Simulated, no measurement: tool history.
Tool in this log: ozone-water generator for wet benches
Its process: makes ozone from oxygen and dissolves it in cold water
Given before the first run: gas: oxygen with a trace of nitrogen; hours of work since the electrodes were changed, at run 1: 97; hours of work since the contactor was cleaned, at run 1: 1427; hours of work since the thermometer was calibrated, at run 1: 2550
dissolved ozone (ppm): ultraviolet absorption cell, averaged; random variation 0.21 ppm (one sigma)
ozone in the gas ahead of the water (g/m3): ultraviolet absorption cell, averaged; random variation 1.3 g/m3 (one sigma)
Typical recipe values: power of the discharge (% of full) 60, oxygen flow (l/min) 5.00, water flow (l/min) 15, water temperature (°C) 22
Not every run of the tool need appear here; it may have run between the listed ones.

run   hour  power of the discharge (% of full)  oxygen flow (l/min)  water flow (l/min)  water temperature (°C)  hours of work since the electrodes were changed  hours of work since the contactor was cleaned  hours of work since the thermometer was calibrated  dissolved ozone (ppm)  ozone in the gas ahead of the water (g/m3)
  1    0.0                                  60                 5.00                  15                      22                                               97                                           1427                                                2550                   30.2                                       238.6
  2   30.1                                  60                 5.00                  22                      22                                              117                                           1447                                                2570                   22.8                                       236.8
  3   52.8                                  60                 5.00                  14                      22                                              133                                           1463                                                2586                   31.4                                       237.3
  4   67.1                                  60                 5.00                  14                      22                                              142                                           1472                                                2595                   31.8                                       238.6
  5   88.6                                  60                 5.00                  21                      22                                              157                                           1487                                                2610                   23.7                                       235.5
  6  112.8                                  98                 5.00                  21                      22                                              173                                           1503                                                2626                   32.9                                       320.6
  7  132.0                                  98                 5.00                  21                      22                                              186                                           1516                                                2639                   33.0                                       324.1
  8  145.5                                  98                 5.00                  21                      22                                              195                                           1525                                                2648                   32.9                                       322.1
  9  169.6                                  48                 5.00                  15                      22                                              211                                           1541                                                2664                   25.8                                       204.6
 10  201.0                                  60                 5.00                  15                      22                                              232                                           1562                                                2685                   30.5                                       232.6
 11  218.8                                  60                 5.00                  15                      22                                              244                                           1574                                                2697                   30.4                                       234.3
 12  244.9                                  59                 5.00                  15                      22                                              262                                           1592                                                2715                   30.1                                       232.6
 13  273.2                                  59                 5.00                  15                      22                                              281                                           1611                                                2734                   30.4                                       230.6
 14  292.8                                  59                 5.00                  15                      22                                              294                                           1624                                                2747                   29.9                                       232.7
 15  313.3                                  68                 6.14                  15                      18                                              308                                           1637                                                2761                   35.3                                       229.0
 16  328.7                                  68                 6.14                  15                      18                                              318                                           1648                                                2771                   34.8                                       225.2
 17  355.4                                  60                 7.07                  15                      22                                              336                                           1666                                                2789                   29.3                                       195.4
 18  382.1                                  60                 7.07                  15                      22                                              354                                           1684                                                2807                   29.5                                       195.9
 19  410.8                                  60                 7.07                  15                      22                                              373                                           1703                                                2826                   29.4                                       193.1
 20  442.0                                  60                 5.00                  14                      22                                              394                                           1724                                                2847                   32.0                                       230.8
     452.9  -- gauge calibrated
 21  463.0                                  94                 2.52                  22                      19                                              408                                           1738                                                2861                   28.9                                       448.2
 22  492.7                                  63                 2.52                  19                      24                                              428                                           1758                                                2881                   24.3                                       347.1
 23  520.2                                  51                 2.52                  16                      24                                              446                                           1776                                                2899                   24.3                                       302.0
 24  545.5                                  51                 3.42                  16                      24                                              463                                           1793                                                2916                   25.1                                       258.1
 25  574.8                                  51                 8.35                  21                      24                                              483                                           1813                                                2936                   20.6                                       163.0
 26  602.2                                  51                 8.35                  21                      24                                              501                                           1831                                                2954                   20.6                                       162.2
 27  621.1                                  51                 8.35                  21                      24                                              514                                           1844                                                2967                   20.3                                       162.6

What differs in the tool's unlogged condition from the final listed run ahead of each entry between runs to the first listed run following it?
Runs 20 to 21: gauge calibrated (hour 452.9)
  drift of the gauge itself on gas_g_m3, %: -2.83 -> -0.06
  measured value less the no-hidden-state value, ozone in the gas ahead of the water (g/m3): -6.8 -> -0.3
